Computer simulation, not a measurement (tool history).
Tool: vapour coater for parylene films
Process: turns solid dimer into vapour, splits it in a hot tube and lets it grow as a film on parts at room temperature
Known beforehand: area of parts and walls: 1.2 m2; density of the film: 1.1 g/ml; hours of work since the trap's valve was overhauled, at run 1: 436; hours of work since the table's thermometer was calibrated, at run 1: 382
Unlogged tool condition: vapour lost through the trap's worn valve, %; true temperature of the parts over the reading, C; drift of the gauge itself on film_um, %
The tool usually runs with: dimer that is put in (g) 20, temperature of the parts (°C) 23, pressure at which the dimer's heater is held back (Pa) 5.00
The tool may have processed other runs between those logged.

run	hour	dimer that is put in (g)	temperature of the parts (°C)	pressure at which the dimer's heater is held back (Pa)	hours of work since the trap's valve was overhauled	hours of work since the table's thermometer was calibrated	thickness of the film (nm)
1	0.0	20	23	5.00	436	382	11190
2	15.5	24	23	5.00	443	388	13390
3	30.2	20	23	5.00	449	395	11190
4	40.2	13	23	5.00	453	399	7230
5	54.5	13	15	5.00	459	405	8770
# hour 71.4: trap's valve overhauled
6	78.1	20	20	5.00	3	414	12630
7	94.9	20	20	5.00	10	421	12550
8	110.8	20	23	5.00	17	428	11750
9	129.5	20	23	5.00	25	436	11680
10	146.7	20	23	5.00	32	443	11800
11	166.2	20	23	5.00	41	451	11770
12	181.6	20	23	5.00	47	458	11700
13	195.7	20	20	5.00	53	464	12530
14	212.5	29	27	2.14	60	471	16290
15	226.2	20	16	6.13	66	477	13530
16	240.2	9	23	5.58	72	483	5220
17	256.6	11	20	5.58	79	490	6760
18	272.4	20	19	5.58	86	497	12610
19	294.0	13	18	2.33	95	506	8890
20	310.9	13	18	2.33	102	513	8790
21	321.9	32	23	3.58	107	518	18990
22	331.9	31	23	5.00	111	522	18000
23	343.6	31	23	5.00	116	527	17770
24	362.6	34	15	4.12	125	535	24080

For each run, the measured value with the value that run would have given without the tool's hidden condition subtracted. The run-to-run variation is shared by both, the gauge scatter possibly not:
run	thickness of the film (nm)
1	-630
2	-760
3	-650
4	-420
5	-520
6	-130
7	-140
8	-140
9	-150
10	-170
11	-180
12	-190
13	-210
14	-280
15	-250
16	-100
17	-130
18	-260
19	-190
20	-200
21	-440
22	-420
23	-430
24	-610

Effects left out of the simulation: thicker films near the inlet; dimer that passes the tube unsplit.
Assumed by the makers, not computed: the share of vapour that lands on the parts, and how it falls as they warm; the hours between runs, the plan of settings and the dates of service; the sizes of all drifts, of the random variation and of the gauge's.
